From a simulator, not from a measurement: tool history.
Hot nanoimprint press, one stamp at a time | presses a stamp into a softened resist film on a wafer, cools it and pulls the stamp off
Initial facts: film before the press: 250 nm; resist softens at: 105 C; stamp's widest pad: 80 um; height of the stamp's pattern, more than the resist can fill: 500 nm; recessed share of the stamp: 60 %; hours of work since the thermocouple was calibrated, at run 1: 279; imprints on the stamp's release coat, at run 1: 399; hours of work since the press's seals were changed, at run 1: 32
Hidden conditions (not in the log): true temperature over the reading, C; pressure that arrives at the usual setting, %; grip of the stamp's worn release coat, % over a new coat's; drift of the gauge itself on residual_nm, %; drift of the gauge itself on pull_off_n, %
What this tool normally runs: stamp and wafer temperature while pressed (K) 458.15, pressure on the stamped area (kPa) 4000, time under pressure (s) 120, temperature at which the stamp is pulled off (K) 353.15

| run | hour | stamp and wafer temperature while pressed (K) | pressure on the stamped area (kPa) | time under pressure (s) | temperature at which the stamp is pulled off (K) | hours of work since the thermocouple was calibrated | imprints on the stamp's release coat | hours of work since the press's seals were changed | resist left under the stamp's widest pad (Å) | greatest force while the stamp is pulled off (N) |
|---|---|---|---|---|---|---|---|---|---|---|
| 1 | 0 | 458.15 | 4000 | 120 | 353.15 | 279 | 399 | 32 | 1433 | 209 |
| 2 | 15 | 458.15 | 4000 | 63 | 353.15 | 289 | 456 | 43 | 1698 | 214 |
| 3 | 47.7 | 458.15 | 4000 | 120 | 353.15 | 312 | 580 | 66 | 1433 | 227 |
| 4 | 78.9 | 458.15 | 4000 | 120 | 353.15 | 333 | 698 | 87 | 1444 | 226 |
|  | 112.7 | stamp cleaned and given a new release coat |
| 5 | 115.4 | 458.15 | 4000 | 120 | 353.15 | 355 | 10 | 108 | 1434 | 178 |
| 6 | 138.6 | 458.15 | 4000 | 220 | 353.15 | 371 | 98 | 125 | 1190 | 190 |
| 7 | 171.5 | 458.15 | 4000 | 220 | 353.15 | 394 | 223 | 147 | 1212 | 193 |
| 8 | 198.6 | 458.15 | 4000 | 220 | 353.15 | 412 | 326 | 166 | 1198 | 208 |
| 9 | 224.4 | 465.15 | 3110 | 170 | 340.15 | 430 | 424 | 184 | 1301 | 271 |
| 10 | 246.5 | 467.15 | 3110 | 170 | 340.15 | 446 | 508 | 200 | 1241 | 286 |
| 11 | 263.8 | 465.15 | 6240 | 120 | 353.15 | 458 | 574 | 212 | 1001 | 219 |
| 12 | 286.5 | 447.15 | 4000 | 69 | 353.15 | 474 | 660 | 227 | 1986 | 226 |
| 13 | 312.5 | 458.15 | 4000 | 114 | 353.15 | 492 | 759 | 245 | 1485 | 241 |
|  | 328.4 | stamp cleaned and given a new release coat |
| 14 | 334.1 | 458.15 | 4000 | 114 | 353.15 | 503 | 22 | 256 | 1487 | 184 |
| 15 | 354.1 | 458.15 | 5550 | 114 | 353.15 | 516 | 98 | 270 | 1271 | 191 |

Describe how what the log doesn't record of the tool's condition differs between the last listed run preceding each entry between runs and the first listed run following it.
Runs 4 to 5: stamp cleaned and given a new release coat (hour 112.7)
  true temperature over the reading, C: -1.16 -> -1.26; pressure that arrives at the usual setting, %: 99.49 -> 99.41; grip of the stamp's worn release coat, % over a new coat's: 27.6 -> 0.4
  measured value less the no-hidden-state value, resist left under the stamp's widest pad (Å): +35 -> +38; greatest force while the stamp is pulled off (N): +54 -> +5
Runs 13 to 14: stamp cleaned and given a new release coat (hour 328.4)
  true temperature over the reading, C: -1.89 -> -1.93; pressure that arrives at the usual setting, %: 98.92 -> 98.88; grip of the stamp's worn release coat, % over a new coat's: 30.2 -> 0.8
  measured value less the no-hidden-state value, resist left under the stamp's widest pad (Å): +60 -> +61; greatest force while the stamp is pulled off (N): +64 -> +9

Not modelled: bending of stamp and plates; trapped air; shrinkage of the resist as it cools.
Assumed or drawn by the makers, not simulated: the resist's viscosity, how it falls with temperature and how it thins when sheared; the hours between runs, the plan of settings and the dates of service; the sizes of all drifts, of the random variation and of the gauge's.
